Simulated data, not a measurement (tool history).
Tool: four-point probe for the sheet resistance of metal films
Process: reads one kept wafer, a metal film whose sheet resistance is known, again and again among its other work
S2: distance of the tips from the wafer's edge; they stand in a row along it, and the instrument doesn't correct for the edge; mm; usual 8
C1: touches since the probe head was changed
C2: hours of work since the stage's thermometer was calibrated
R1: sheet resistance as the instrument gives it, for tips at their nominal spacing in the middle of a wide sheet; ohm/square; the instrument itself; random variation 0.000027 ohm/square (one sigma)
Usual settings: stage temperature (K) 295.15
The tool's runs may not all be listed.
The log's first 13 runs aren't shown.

Run 14, hour 683.0: usual settings; C1 77421; C2 1021. Result: R1 0.132584 ohm/square.
Run 15, hour 719.2: usual settings; C1 78302; C2 1039. Result: R1 0.132639 ohm/square.
Run 16, hour 783.4: usual settings but stage temperature (K) 293.15, S2 6 mm; C1 79864; C2 1070. Result: R1 0.132915 ohm/square.
Run 17, hour 842.4: usual settings but stage temperature (K) 294.15, S2 24 mm; C1 81301; C2 1099. Result: R1 0.132335 ohm/square.
At hour 847.7: stage's thermometer calibrated.
Run 18, hour 891.8: usual settings but stage temperature (K) 303.15, S2 5 mm; C1 82492; C2 21. Result: R1 0.132699 ohm/square.
Run 19, hour 938.2: usual settings but stage temperature (K) 291.15, S2 5 mm; C1 83623; C2 44. Result: R1 0.133314 ohm/square.
Run 20, hour 1003.4: usual settings but stage temperature (K) 291.15, S2 5 mm; C1 85210; C2 76. Result: R1 0.133273 ohm/square.
Run 21, hour 1049.2: usual settings but stage temperature (K) 304.15, S2 3 mm; C1 86326; C2 98. Result: R1 0.133824 ohm/square.
Run 22, hour 1087.7: usual settings but stage temperature (K) 297.15, S2 30 mm; C1 87264; C2 117. Result: R1 0.132261 ohm/square.
Run 23, hour 1151.3: usual settings but stage temperature (K) 304.15, S2 3 mm; C1 88813; C2 148. Result: R1 0.133833 ohm/square.
Run 24, hour 1189.6: usual settings but stage temperature (K) 304.15, S2 3 mm; C1 89745; C2 166. Result: R1 0.133818 ohm/square.
Run 25, hour 1224.0: usual settings but S2 16 mm; C1 90581; C2 183. Result: R1 0.132381 ohm/square.
At hour 1242.7: stage's thermometer calibrated, once more.
Run 26, hour 1258.2: usual settings but stage temperature (K) 293.15, S2 13 mm; C1 91403; C2 8. Result: R1 0.132134 ohm/square.
Run 27, hour 1317.0: usual settings but S2 71 mm; C1 92835; C2 36. Result: R1 0.132000 ohm/square.
At hour 1333.3: new probe head fitted.
Run 28, hour 1387.6: usual settings but stage temperature (K) 294.15, S2 17 mm; C1 1322; C2 70. Result: R1 0.132187 ohm/square.
Run 29, hour 1451.8: usual settings but stage temperature (K) 303.15, S2 30 mm; C1 2886; C2 101. Result: R1 0.131652 ohm/square.
Run 30, hour 1481.4: usual settings but stage temperature (K) 302.15, S2 38 mm; C1 3607; C2 116. Result: R1 0.131695 ohm/square.

Forecast each of these 5 alternatives for the next run:
Run A, hour 1544.3: usual settings but S2 4 mm; C1 5138; C2 146. Result: R1 ?.
Run B, hour 1544.3: usual settings but stage temperature (K) 292.15, S2 3 mm; C1 5138; C2 146. Result: R1 ?.
Run C, hour 1544.3: usual settings but stage temperature (K) 301.15, S2 41 mm; C1 5138; C2 146. Result: R1 ?.
Run D, hour 1544.3: usual settings; C1 5138; C2 146. Result: R1 ?.
Run E, hour 1544.3: usual settings but stage temperature (K) 302.15, S2 21 mm; C1 5138; C2 146. Result: R1 ?.

run        R1
  A  0.133129
  B  0.134093
  C  0.131685
  D  0.132287
  E  0.131702
Without the tool's hidden state the same runs would have given:
run        R1
  A  0.133481
  B  0.134448
  C  0.132034
  D  0.132638
  E  0.132051
